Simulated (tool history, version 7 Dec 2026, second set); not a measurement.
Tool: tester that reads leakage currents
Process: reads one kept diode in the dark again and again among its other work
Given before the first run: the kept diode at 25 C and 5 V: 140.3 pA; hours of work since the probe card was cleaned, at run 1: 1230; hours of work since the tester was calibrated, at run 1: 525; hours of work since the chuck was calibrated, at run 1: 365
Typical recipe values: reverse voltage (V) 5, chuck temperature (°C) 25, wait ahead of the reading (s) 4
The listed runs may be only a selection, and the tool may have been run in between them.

run	hour	reverse voltage (V)	chuck temperature (°C)	wait ahead of the reading (s)	hours of work since the probe card was cleaned	hours of work since the tester was calibrated	hours of work since the chuck was calibrated	current that the tester gives (pA)
1	0	5	25	4	1230	525	365	137.61
2	65.2	5	25	4	1258	553	393	137.77
3	101.9	5	25	8.52	1274	569	409	137.79
4	138.9	5	25	8.52	1290	585	425	136.75
5	186.6	5	25	7.55	1311	605	445	137.42
6	257.2	5	25	7.55	1341	636	476	137.09
7	326.2	5	25	4	1371	665	505	136.19
8	371	9.63	25	4	1390	685	525	180.94
9	427.9	5	25	4	1414	709	549	135.78
10	487.1	5	25	4	1440	734	575	136.6
11	518	1.67	25	4	1453	748	588	85.39
12	554.8	1.67	25	4	1469	764	604	85.77
13	585.4	1.67	25	4	1482	777	617	85.94
14	650.1	1.67	25	4	1510	805	645	85.3
15	691.1	5	25	4	1528	822	662	136.18
16	745.5	5	25	1.67	1551	846	686	136.1
17	814.8	5	25	1.67	1581	875	716	135.93
18	874.5	5	25	1.67	1607	901	741	134.7
19	941.6	5	25	1.67	1635	930	770	135.05
# hour 949.5: probe card cleaned and baked
20	992.2	5	25	8.37	18	951	791	135.35
21	1052.3	5	25	8.37	44	976	816	135.49
# hour 1058.3: probe card cleaned and baked, once more
22	1083.9	5	41	6.18	11	989	829	505.37
23	1154.1	5	58	1.46	41	1019	859	1817.5
24	1216.7	1.21	49	0.74	68	1046	886	517.97
25	1282.8	3.19	44	6.14	97	1074	914	527.91
26	1335.5	3.19	44	6.14	119	1097	937	524.75
27	1389	3.1	44	3.67	142	1120	960	519.4
28	1422.9	8.25	25	0.48	157	1135	975	164.46
29	1492.3	1.87	21	4	187	1164	1005	61.07
30	1537.2	1.87	21	4	206	1184	1024	61.11
31	1600.1	5	25	1.85	233	1211	1051	131.36
32	1631.9	8.74	25	4	247	1225	1065	165.64
33	1698.9	12.85	54	5.76	276	1253	1093	1995.37
34	1746.9	12.85	54	5.76	296	1274	1114	1992.87
35	1791.4	12.85	54	5.76	315	1293	1133	1996.74
36	1838.2	12.85	54	5.76	336	1313	1153	1991.06
37	1872.9	2.63	32	5.74	351	1328	1168	182.1
38	1907.1	15.63	30	5.5	365	1343	1183	323.85
39	1968.3	1.04	22	1.76	392	1369	1209	51.7

Results for each run, recomputed without the tool's hidden state and with each run's random variation untouched:
The tool's hidden condition here consists of: stray current of the dirty probe card, pA a volt; current scale over the true one, %; true chuck temperature over the reading, C; drift of the gauge itself on leakage_pa, %.
run	current that the tester gives (pA)
1	140.11
2	140.51
3	140.66
4	139.71
5	140.59
6	140.47
7	139.79
8	185.13
9	139.72
10	140.78
11	88.49
12	88.97
13	89.22
14	88.72
15	141.07
16	141.17
17	141.24
18	140.17
19	140.75
20	140.58
21	140.93
22	532.04
23	1907.39
24	545.79
25	558
26	555.44
27	550.48
28	175.31
29	65.43
30	65.53
31	140.81
32	177.59
33	2123.17
34	2122.88
35	2129.33
36	2125.75
37	196.24
38	348.81
39	56.1

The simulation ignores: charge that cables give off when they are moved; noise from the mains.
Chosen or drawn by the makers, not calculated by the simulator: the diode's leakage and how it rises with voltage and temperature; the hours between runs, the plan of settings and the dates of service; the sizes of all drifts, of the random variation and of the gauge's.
